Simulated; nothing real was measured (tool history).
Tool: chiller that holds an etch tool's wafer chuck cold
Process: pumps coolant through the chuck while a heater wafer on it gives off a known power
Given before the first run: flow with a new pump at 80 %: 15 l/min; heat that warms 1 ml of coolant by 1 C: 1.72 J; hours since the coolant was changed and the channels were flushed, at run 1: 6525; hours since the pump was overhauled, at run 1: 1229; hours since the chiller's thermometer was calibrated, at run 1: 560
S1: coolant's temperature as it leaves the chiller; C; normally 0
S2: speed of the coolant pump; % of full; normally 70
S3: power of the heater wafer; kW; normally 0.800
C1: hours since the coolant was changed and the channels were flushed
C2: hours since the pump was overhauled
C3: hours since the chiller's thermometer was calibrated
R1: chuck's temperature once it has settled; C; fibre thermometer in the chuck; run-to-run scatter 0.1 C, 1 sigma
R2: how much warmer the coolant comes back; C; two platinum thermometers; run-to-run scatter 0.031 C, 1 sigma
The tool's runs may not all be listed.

Run 1, hour 0.0: usual settings; C1 6525; C2 1229; C3 560. Result: R1 8.1 C, R2 2.20 C.
Run 2, hour 84.0: usual settings; C1 6609; C2 1313; C3 645. Result: R1 8.0 C, R2 2.17 C.
Run 3, hour 183.3: usual settings; C1 6709; C2 1412; C3 744. Result: R1 8.1 C, R2 2.14 C.
Run 4, hour 242.7: usual settings but S3 0.495 kW; C1 6768; C2 1472; C3 803. Result: R1 4.9 C, R2 1.30 C.
Run 5, hour 312.0: usual settings but S3 0.495 kW; C1 6837; C2 1541; C3 872. Result: R1 4.8 C, R2 1.34 C.
Run 6, hour 372.9: usual settings but S3 0.495 kW; C1 6898; C2 1602; C3 933. Result: R1 4.9 C, R2 1.36 C.
Run 7, hour 424.1: usual settings; C1 6949; C2 1653; C3 985. Result: R1 8.2 C, R2 2.21 C.
Run 8, hour 512.6: usual settings; C1 7038; C2 1742; C3 1073. Result: R1 8.1 C, R2 2.21 C.
Run 9, hour 596.5: usual settings; C1 7122; C2 1826; C3 1157. Result: R1 8.1 C, R2 2.23 C.
Run 10, hour 640.6: usual settings; C1 7166; C2 1870; C3 1201. Result: R1 8.3 C, R2 2.19 C.
Run 11, hour 707.8: usual settings but S1 -5 C, S2 60 % of full; C1 7233; C2 1937; C3 1268. Result: R1 4.1 C, R2 2.67 C.
Run 12, hour 762.2: usual settings but S1 8 C, S2 81 % of full; C1 7288; C2 1991; C3 1323. Result: R1 15.3 C, R2 1.93 C.
Run 13, hour 834.8: usual settings but S1 -6 C, S2 79 % of full, S3 0.818 kW; C1 7360; C2 2064; C3 1395. Result: R1 1.4 C, R2 1.99 C.
At hour 846.7: coolant pump overhauled.
Run 14, hour 935.3: usual settings but S1 -6 C, S2 79 % of full, S3 0.818 kW; C1 7456; C2 89; C3 1491. Result: R1 1.8 C, R2 2.03 C.
Run 15, hour 1019.1: usual settings but S2 94 % of full, S3 0.607 kW; C1 7540; C2 172; C3 1575. Result: R1 4.9 C, R2 1.19 C.
At hour 1118.9: coolant pump overhauled, once more.
Run 16, hour 1124.2: usual settings but S1 -6 C, S2 73 % of full, S3 0.607 kW; C1 7640; C2 5; C3 1675. Result: R1 -0.2 C, R2 1.53 C.
Run 17, hour 1200.2: usual settings but S1 2 C, S3 0.407 kW; C1 7716; C2 81; C3 1751. Result: R1 5.9 C, R2 1.10 C.
Run 18, hour 1280.5: usual settings but S1 -1 C, S2 95 % of full, S3 1.098 kW; C1 7796; C2 162; C3 1831. Result: R1 7.7 C, R2 2.12 C.

Had the tool no unlogged condition, and each run kept its random variation, what would the results have been?
What the log doesn't record here: heat passed by the chuck's channels, % of clean ones'; flow at a given pump speed, % of a new pump's; coolant's true temperature over the reading, C; drift of the gauge itself on chuck_c, C; drift of the gauge itself on warmer_back_c, C.
run    R1    R2
  1   7.3  2.16
  2   7.2  2.13
  3   7.3  2.09
  4   4.4  1.27
  5   4.3  1.30
  6   4.4  1.33
  7   7.3  2.15
  8   7.3  2.14
  9   7.3  2.16
 10   7.4  2.12
 11   3.2  2.59
 12  14.6  1.87
 13   0.6  1.92
 14   1.0  1.93
 15   4.4  1.12
 16  -0.6  1.53
 17   5.7  1.10
 18   6.9  2.11
